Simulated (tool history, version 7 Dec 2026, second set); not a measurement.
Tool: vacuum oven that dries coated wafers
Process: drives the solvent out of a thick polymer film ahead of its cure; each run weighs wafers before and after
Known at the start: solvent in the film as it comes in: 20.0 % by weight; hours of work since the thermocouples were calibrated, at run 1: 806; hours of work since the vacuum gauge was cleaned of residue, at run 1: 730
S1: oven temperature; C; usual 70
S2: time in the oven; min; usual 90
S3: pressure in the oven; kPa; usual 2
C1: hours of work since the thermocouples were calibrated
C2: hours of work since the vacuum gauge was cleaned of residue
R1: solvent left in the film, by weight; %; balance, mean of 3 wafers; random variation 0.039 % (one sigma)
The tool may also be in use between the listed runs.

run     day  S1   S2    S3    C1   C2    R1
  1       0  70   90     2   806  730  3.44
  2   1.512  70   90     2   822  746  3.45
  3    2.75  70   90     2   835  759  3.45
  4   3.479  70  144     2   843  767  1.94
  5   5.212  70  100     2   862  786  3.03
  6   6.596  70   90  2.91   877  801  3.91
  7   7.596  70   90     2   887  811  3.43
  8   8.696  56   90     2   899  823  7.57
  9  10.333  70   97     2   917  841  3.13
 10    11.3  70   97  6.64   927  851  5.48
 11  12.625  70   90     2   941  865  3.41
 12  13.696  70   90  2.14   953  877  3.49
 13  14.908  70   90  2.14   966  890   3.5
 14  15.842  78   90     2   976  900   1.9
 15  16.596  70   90     2   984  908   3.4
 16  17.658  70   90     2   995  919  3.43
 17  19.283  70  141     2  1013  937  1.99
 18  20.208  70   90  2.25  1023  947  3.58
 19    21.3  70   90     2  1034  958  3.41
 20  22.471  70   87  4.54  1047  971  4.79
 21  23.421  80   56  2.45  1057  981  3.35
     23.575  -- vacuum gauge cleaned of residue and calibrated
 22  24.342  68   79  4.23  1066    8   5.6
 23  26.104  68   79  2.49  1085   27  4.76
 24   27.35  60   51     2  1099   40  9.19
 25  28.488  60  154  1.29  1111   53  3.24
     28.875  -- vacuum gauge cleaned of residue and calibrated, once more
 26    29.3  68  120     2  1119    5  2.61
 27  30.496  64  106     2  1132   17  3.92
 28  31.992  64  106     2  1148   33  3.96
 29  32.846  64  106     2  1157   43  3.93
 30  34.183  70  107  2.57  1171   57  2.82
 31  35.054  84   70  4.94  1180   66  2.43
 32  36.358  84  112  4.94  1194   80  1.66
 33  37.975  82   76  1.89  1212   98  1.56
 34  39.417  82   76  1.89  1227  113  1.61
 35  40.308  82   76  1.89  1237  123  1.63
 36  41.392  82   97  3.23  1248  134   1.5
 37  42.975  83   78  1.25  1265  151  1.24

Measured less the same run without the tool's hidden state. The same run-to-run variation is in both; the gauge's scatter may not be:
The hidden state here: true wafer temperature over the reading, C; true pressure over the reading, kPa; drift of the gauge itself on solvent_pct, %.
run     R1
  1  -0.12
  2  -0.12
  3  -0.13
  4  -0.02
  5  -0.11
  6  -0.16
  7  -0.14
  8  -0.18
  9  -0.13
 10  -0.23
 11  -0.15
 12  -0.15
 13  -0.17
 14  -0.09
 15  -0.17
 16  -0.17
 17  -0.03
 18  -0.18
 19  -0.18
 20  -0.24
 21  -0.22
 22  -0.25
 23  -0.22
 24  -0.24
 25  -0.04
 26  -0.33
 27  -0.44
 28  -0.44
 29  -0.44
 30  -0.36
 31  -0.29
 32  -0.16
 33  -0.24
 34  -0.24
 35  -0.25
 36   -0.2
 37   -0.2
